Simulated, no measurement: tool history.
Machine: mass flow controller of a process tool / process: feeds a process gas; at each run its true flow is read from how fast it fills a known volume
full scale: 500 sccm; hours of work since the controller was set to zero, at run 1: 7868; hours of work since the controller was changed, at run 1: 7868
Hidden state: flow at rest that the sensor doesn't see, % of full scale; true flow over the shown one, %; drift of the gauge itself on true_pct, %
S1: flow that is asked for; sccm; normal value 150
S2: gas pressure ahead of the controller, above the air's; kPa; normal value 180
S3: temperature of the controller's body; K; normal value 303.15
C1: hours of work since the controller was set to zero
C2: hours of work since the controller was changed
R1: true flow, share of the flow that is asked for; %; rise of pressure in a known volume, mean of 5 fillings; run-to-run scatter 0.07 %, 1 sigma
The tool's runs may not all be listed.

run 1 day=0 | S1=150 S2=180 S3=303.15 | C1=7868 C2=7868 | R1=98.17
run 2 day=14.942 | S1=150 S2=180 S3=303.15 | C1=8150 C2=8150 | R1=98.31
run 3 day=30.812 | S1=150 S2=180 S3=303.15 | C1=8451 C2=8451 | R1=98.47
-- day=43.3 controller's zero set anew
run 4 day=43.3 | S1=150 S2=180 S3=303.15 | C1=0 C2=8686 | R1=98.5
run 5 day=55.412 | S1=150 S2=180 S3=301.15 | C1=229 C2=8915 | R1=98.72
run 6 day=63.321 | S1=150 S2=180 S3=301.15 | C1=379 C2=9065 | R1=98.87
run 7 day=77.583 | S1=150 S2=180 S3=301.15 | C1=648 C2=9335 | R1=98.99
run 8 day=90.288 | S1=190 S2=259 S3=293.15 | C1=889 C2=9575 | R1=99.62
run 9 day=106.533 | S1=128 S2=259 S3=306.15 | C1=1196 C2=9882 | R1=98.24
run 10 day=115.796 | S1=189 S2=259 S3=312.15 | C1=1371 C2=10057 | R1=98.07
run 11 day=131.454 | S1=189 S2=259 S3=312.15 | C1=1667 C2=10354 | R1=98.24
run 12 day=141.183 | S1=189 S2=259 S3=312.15 | C1=1851 C2=10538 | R1=98.24
run 13 day=153.954 | S1=119 S2=160 S3=309.15 | C1=2093 C2=10779 | R1=98.76
run 14 day=170.275 | S1=119 S2=160 S3=309.15 | C1=2401 C2=11088 | R1=98.73

5 options for the next run, each taken on its own from the tool as it stands now. Forecast them:
run A day=177.733 | S1=301 S2=173 S3=294.15 | C1=2542 C2=11229 | R1=?
run B day=177.733 | S1=185 S2=160 S3=309.15 | C1=2542 C2=11229 | R1=?
run C day=177.733 | S1=75 S2=158 S3=309.15 | C1=2542 C2=11229 | R1=?
run D day=177.733 | S1=150 S2=187 S3=303.15 | C1=2542 C2=11229 | R1=?
run E day=177.733 | S1=62 S2=160 S3=301.15 | C1=2542 C2=11229 | R1=?

run=A R1=100.98
run=B R1=99.13
run=C R1=98.77
run=D R1=99.56
run=E R1=99.36
Without the tool's hidden state the same runs would have given:
run=A R1=99.55
run=B R1=97.73
run=C R1=97.36
run=D R1=98.15
run=E R1=97.94
